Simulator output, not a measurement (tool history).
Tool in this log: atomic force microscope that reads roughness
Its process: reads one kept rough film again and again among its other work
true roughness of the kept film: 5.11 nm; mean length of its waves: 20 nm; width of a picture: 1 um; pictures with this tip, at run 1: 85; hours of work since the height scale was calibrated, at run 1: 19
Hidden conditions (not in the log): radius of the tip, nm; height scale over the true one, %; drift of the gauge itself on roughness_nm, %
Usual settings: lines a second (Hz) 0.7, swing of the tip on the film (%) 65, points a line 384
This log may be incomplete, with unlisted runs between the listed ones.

run    hour  lines a second (Hz)  swing of the tip on the film (%)  points a line  pictures with this tip  hours of work since the height scale was calibrated  roughness of the kept film (nm (root mean square))
  1       0                  0.7                                65            384                      85                                                   19                                               2.915
        6.7  -- new tip fitted
       63.1  -- new tip fitted
  2      65                1.581                                65            384                       3                                                   68                                               3.705
      121.6  -- new tip fitted
  3   125.9                1.581                                65            384                       7                                                  113                                                3.68
      176.7  -- new tip fitted
  4   203.7                1.581                                65            384                      44                                                  172                                               3.223
      232.9  -- new tip fitted
  5   276.9                  0.7                                60            384                      71                                                  227                                               3.104
      292.3  -- new tip fitted
  6   315.4                  0.7                                60            384                      37                                                  255                                               3.516
      349.2  -- new tip fitted
  7   367.3                  0.7                                60            384                      29                                                  294                                               3.579
      407.1  -- new tip fitted
  8   424.3                  0.7                                65            384                      28                                                  337                                               3.598
      461.2  -- new tip fitted
  9   464.5                0.525                                65            384                       5                                                  367                                               3.873
      518.7  -- new tip fitted
 10     523                0.525                                65            384                       7                                                  411                                               3.832
      574.3  -- new tip fitted
 11   598.9                0.525                                65            384                      40                                                  467                                                3.45
      629.3  -- new tip fitted
 12   640.8                0.525                                65            384                      19                                                  499                                                3.65
 13   677.4                  0.7                                65            384                      79                                                  526                                                3.16
      684.3  -- new tip fitted
 14   725.7                  0.7                                65            384                      68                                                  563                                               3.167
      738.5  -- new tip fitted
 15   775.9                  0.7                                65            570                      61                                                  600                                                3.23
      796.8  -- new tip fitted
      851.2  -- new tip fitted
 16   851.2                1.328                                65            570                       0                                                  656                                               3.843
      912.2  -- new tip fitted
 17     920                3.567                                65            384                      12                                                  708                                               3.425
      971.4  -- new tip fitted
 18   983.4                  0.7                                65            757                      20                                                  755                                               3.737
     1029.1  -- new tip fitted
 19  1032.2                  0.7                                65            757                       5                                                  792                                               3.966
     1084.5  -- new tip fitted
 20  1109.7                  0.7                                80            757                      41                                                  850                                               3.398
     1139.1  -- new tip fitted
 21  1175.7                  0.7                                80            757                      60                                                  899                                               3.171
       1194  -- new tip fitted
 22  1230.9                  0.7                                80            757                      60                                                  941                                               3.177
       1252  -- new tip fitted
 23    1287                  0.7                                65            349                      57                                                  983                                               3.267
     1308.9  -- new tip fitted
 24  1335.3                  0.7                                65            349                      43                                                 1019                                               3.377
     1368.3  -- new tip fitted
 25  1406.1                2.388                                72            700                      62                                                 1072                                               2.989
     1422.5  -- new tip fitted
 26  1457.6                2.388                                68            553                      57                                                 1110                                               3.121
     1477.3  -- new tip fitted
 27  1503.5                0.828                                65            384                      43                                                 1145                                               3.486
     1536.8  -- new tip fitted
 28  1546.3                  0.7                                80            329                      16                                                 1177                                               3.628
     1593.4  -- new tip fitted
 29  1615.4                  0.7                                80            329                      36                                                 1229                                               3.398
     1652.6  -- new tip fitted
 30  1689.5                 1.98                                56            380                      61                                                 1284                                               3.215
     1708.5  -- new tip fitted
 31  1758.2                 1.98                                56            380                      81                                                 1336                                               3.049
     1764.8  -- new tip fitted
     1821.1  -- new tip fitted
 32  1835.5                  0.7                                88            581                      23                                                 1393                                               3.553
     1878.8  -- new tip fitted
 33    1909                0.868                                75            911                      49                                                 1448                                               3.347
     1935.5  -- new tip fitted
 34  1979.4                2.925                                75            911                      71                                                 1501                                               2.799
     1995.6  -- new tip fitted
 35  2038.5                1.222                                60            541                      70                                                 1545                                               3.238
     2050.3  -- new tip fitted
     2109.7  -- new tip fitted
 36  2116.7                0.655                                65            359                      12                                                 1604                                               3.779
     2167.2  -- new tip fitted
 37  2183.3                  0.6                                78            384                      27                                                 1654                                               3.611
     2225.4  -- new tip fitted
 38  2235.1                 0.57                                66            384                      16                                                 1692                                               3.752
 39  2266.4                  0.7                                67            384                      67                                                 1716                                               3.248
     2280.2  -- new tip fitted
 40  2310.7                0.701                                55            483                      50                                                 1749                                               3.478
     2339.7  -- new tip fitted
 41    2365                 0.58                                77            384                      42                                                 1790                                               3.421
     2393.9  -- new tip fitted
 42  2437.6                 0.58                                77            384                      71                                                 1844                                               3.149
     2449.4  -- new tip fitted
 43  2475.8                 0.58                                77            384                      43                                                 1873                                               3.387
     2504.7  -- new tip fitted
 44  2528.9                2.692                                75            428                      39                                                 1913                                               3.122

Run 45 comes next. What will it give?
       2559  -- new tip fitted
 45  2561.5                2.708                                71            321                       4                                                 1937                                                   ?

For run 45 the tool returned roughness of the kept film (nm (root mean square)) 3.482.
On a tool with no hidden condition, and with the same random variation, this run would have come out at roughness of the kept film (nm (root mean square)) 3.457.

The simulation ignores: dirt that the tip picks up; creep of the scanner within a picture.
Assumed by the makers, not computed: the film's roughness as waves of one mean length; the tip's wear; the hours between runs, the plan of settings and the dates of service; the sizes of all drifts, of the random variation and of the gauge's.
